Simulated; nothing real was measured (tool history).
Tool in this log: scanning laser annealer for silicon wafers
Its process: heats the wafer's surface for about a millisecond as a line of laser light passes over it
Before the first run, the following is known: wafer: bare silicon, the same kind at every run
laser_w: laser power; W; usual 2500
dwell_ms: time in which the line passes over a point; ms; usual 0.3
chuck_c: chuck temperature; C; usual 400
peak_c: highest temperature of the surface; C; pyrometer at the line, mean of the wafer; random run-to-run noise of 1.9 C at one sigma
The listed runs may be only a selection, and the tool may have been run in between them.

Run 1, hour 0: usual settings. Result: peak_c 1208 C.
Run 2, hour 20.2: usual settings. Result: peak_c 1208 C.
Run 3, hour 45.9: usual settings. Result: peak_c 1210 C.
Run 4, hour 60.4: usual settings. Result: peak_c 1208 C.
Run 5, hour 76.9: usual settings. Result: peak_c 1205 C.
Run 6, hour 99.1: usual settings but dwell_ms 0.229 ms. Result: peak_c 1106 C.
Run 7, hour 113.5: usual settings but laser_w 2380 W. Result: peak_c 1152 C.
Run 8, hour 134.7: usual settings but laser_w 2380 W. Result: peak_c 1154 C.
Run 9, hour 160.1: usual settings but laser_w 2380 W. Result: peak_c 1151 C.
Run 10, hour 185.2: usual settings but dwell_ms 0.229 ms. Result: peak_c 1101 C.
Run 11, hour 203.1: usual settings but laser_w 2734 W. Result: peak_c 1302 C.
Run 12, hour 227.7: usual settings but laser_w 2449 W, dwell_ms 0.376 ms, chuck_c 362 C. Result: peak_c 1235 C.
Run 13, hour 252.2: usual settings but laser_w 2184 W, dwell_ms 0.304 ms, chuck_c 420 C. Result: peak_c 1087 C.
Run 14, hour 272.2: usual settings but laser_w 2184 W, dwell_ms 0.304 ms, chuck_c 420 C. Result: peak_c 1087 C.
Run 15, hour 289.9: usual settings but laser_w 2334 W, dwell_ms 0.317 ms, chuck_c 382 C. Result: peak_c 1135 C.
Run 16, hour 305.2: usual settings but laser_w 2418 W, dwell_ms 0.356 ms, chuck_c 408 C. Result: peak_c 1240 C.
Run 17, hour 320.5: usual settings but laser_w 2265 W, dwell_ms 0.282 ms. Result: peak_c 1081 C.
Run 18, hour 340.6: usual settings but laser_w 2250 W, dwell_ms 0.253 ms. Result: peak_c 1035 C.
Run 19, hour 367.9: usual settings but laser_w 2206 W, dwell_ms 0.38 ms, chuck_c 384 C. Result: peak_c 1141 C.
Run 20, hour 392.9: usual settings but laser_w 2206 W, dwell_ms 0.38 ms, chuck_c 384 C. Result: peak_c 1138 C.
Run 21, hour 405.4: usual settings but laser_w 2206 W, dwell_ms 0.38 ms, chuck_c 384 C. Result: peak_c 1139 C.
Run 22, hour 433.7: usual settings but laser_w 2525 W, dwell_ms 0.274 ms, chuck_c 374 C. Result: peak_c 1143 C.

Forecast each of these 4 alternatives for the next run:
Run A, hour 445.5: usual settings but laser_w 2389 W, dwell_ms 0.226 ms, chuck_c 374 C. Result: peak_c ?.
Run B, hour 445.5: usual settings but laser_w 2507 W, dwell_ms 0.349 ms, chuck_c 370 C. Result: peak_c ?.
Run C, hour 445.5: usual settings but laser_w 2176 W, dwell_ms 0.274 ms, chuck_c 381 C. Result: peak_c ?.
Run D, hour 445.5: usual settings but laser_w 2649 W, dwell_ms 0.271 ms, chuck_c 374 C. Result: peak_c ?.

run  peak_c
  A    1022
  B    1231
  C    1006
  D    1188
What these runs would have given with no unlogged condition in the tool:
run  peak_c
  A    1053
  B    1272
  C    1036
  D    1227
